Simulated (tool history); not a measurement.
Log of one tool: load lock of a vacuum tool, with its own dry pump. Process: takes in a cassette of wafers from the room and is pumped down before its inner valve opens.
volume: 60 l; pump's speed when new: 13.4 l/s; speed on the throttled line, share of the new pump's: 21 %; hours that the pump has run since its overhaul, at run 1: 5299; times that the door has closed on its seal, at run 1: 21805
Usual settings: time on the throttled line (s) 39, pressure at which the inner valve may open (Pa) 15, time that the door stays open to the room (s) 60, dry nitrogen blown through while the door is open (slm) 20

run	hour	time on the throttled line (s)	pressure at which the inner valve may open (Pa)	time that the door stays open to the room (s)	dry nitrogen blown through while the door is open (slm)	hours that the pump has run since its overhaul	times that the door has closed on its seal	incoming humidity of the room's air, %	time from the closed door until the inner valve may open (s)	rise of the pressure with all valves shut (Pa/min)
1	0	39	15	60	20	5299	21805	43	73.6	0.11
2	115.5	39	16	60	20	5414	22158	46.7	72.5	0.11
3	234.5	39	15	60	20	5533	22523	41.9	73.3	0.117
4	321.8	39	15	60	20	5620	22790	42.9	73.7	0.121
5	398.8	39	15	60	20	5697	23026	44	73.6	0.124
6	489.8	39	15	60	20	5788	23304	44.3	73.1	0.12
7	621.2	39	15	60	20	5920	23707	44.7	74	0.125
8	694.3	39	15	60	20	5993	23931	48.4	74.4	0.123
9	819.2	39	15	60	20	6118	24313	44.8	73.1	0.13
10	938.9	39	15	60	20	6238	24680	45	74.3	0.131
11	1028.3	39	15	70	20	6327	24953	47.3	75.1	0.135
12	1109.6	39	18	60	20	6408	25202	51.8	73	0.129
13	1217.6	39	26	60	20	6516	25533	44.9	71.5	0.132
14	1287.6	39	26	60	20	6586	25747	44.4	70.7	0.135
15	1404.8	39	26	60	20	6703	26106	45.1	71	0.143
16	1523.5	39	26	60	20	6822	26470	42.6	71.2	0.138
17	1650.8	39	26	60	20	6949	26860	43.3	70.3	0.148
18	1717	39	15	60	41	7016	27062	43	73.7	0.134
19	1808.3	39	15	60	20	7107	27342	46.3	74.1	0.148
20	1873.8	39	15	60	20	7172	27542	44.3	75.1	0.149
21	1958.7	39	15	60	20	7257	27802	44.5	73.7	0.15
22	2093.4	44	15	100	20	7392	28215	46.7	79.3	0.162
23	2176.2	25	21	29	16	7475	28468	49.8	61.1	0.156
24	2235.7	25	21	29	16	7534	28651	49.1	62.5	0.153
25	2298.5	25	21	29	16	7597	28843	50.6	61.8	0.153
26	2383.5	27	12	173	15	7682	29103	44.8	65.4	0.167
27	2478.8	27	12	173	15	7777	29395	49.3	65.7	0.183
28	2576.8	49	13	60	9	7876	29695	41.9	83.8	0.173
29	2709.4	46	29	48	16	8008	30101	43.7	76.3	0.17
30	2811.5	46	25	48	16	8110	30414	42.5	77.7	0.162
31	2928.6	46	25	48	16	8227	30772	45.4	77.1	0.173
32	2991	39	16	60	5	8290	30963	44.5	74.8	0.189
33	3078.5	39	16	60	22	8377	31231	44.7	74.4	0.176
34	3157.3	39	16	60	22	8456	31473	45.6	74.9	0.168
35	3264.8	27	28	164	8	8564	31802	40.3	63	0.192
36	3370.8	39	15	33	20	8669	32126	47.5	75.3	0.175
37	3500	39	15	33	20	8799	32522	42.7	74.9	0.177

Measured less the same run without the tool's hidden state. The same run-to-run variation is in both; the gauge's scatter may not be:
The hidden state here: pump's speed, % of a new pump's; leak at the door's seal, Pa l/s; drift of the gauge itself on ready_s, %; drift of the gauge itself on rise_pa_min, %.
run	time from the closed door until the inner valve may open (s)	rise of the pressure with all valves shut (Pa/min)
1	+2.8	+0.088
2	+2.9	+0.088
3	+3	+0.093
4	+3.1	+0.095
5	+3	+0.097
6	+3.1	+0.097
7	+3.2	+0.099
8	+3.2	+0.098
9	+3.2	+0.103
10	+3.4	+0.104
11	+3.5	+0.109
12	+3.3	+0.107
13	+3.2	+0.108
14	+3.2	+0.111
15	+3.3	+0.112
16	+3.4	+0.114
17	+3.4	+0.121
18	+3.7	+0.119
19	+3.9	+0.122
20	+3.9	+0.123
21	+3.9	+0.124
22	+4	+0.127
23	+4.2	+0.129
24	+4.3	+0.129
25	+4.3	+0.131
26	+4.6	+0.131
27	+4.7	+0.135
28	+4.2	+0.138
29	+3.7	+0.141
30	+3.9	+0.141
31	+3.9	+0.144
32	+4.5	+0.148
33	+4.6	+0.15
34	+4.7	+0.149
35	+4.7	+0.151
36	+4.8	+0.153
37	+4.9	+0.156
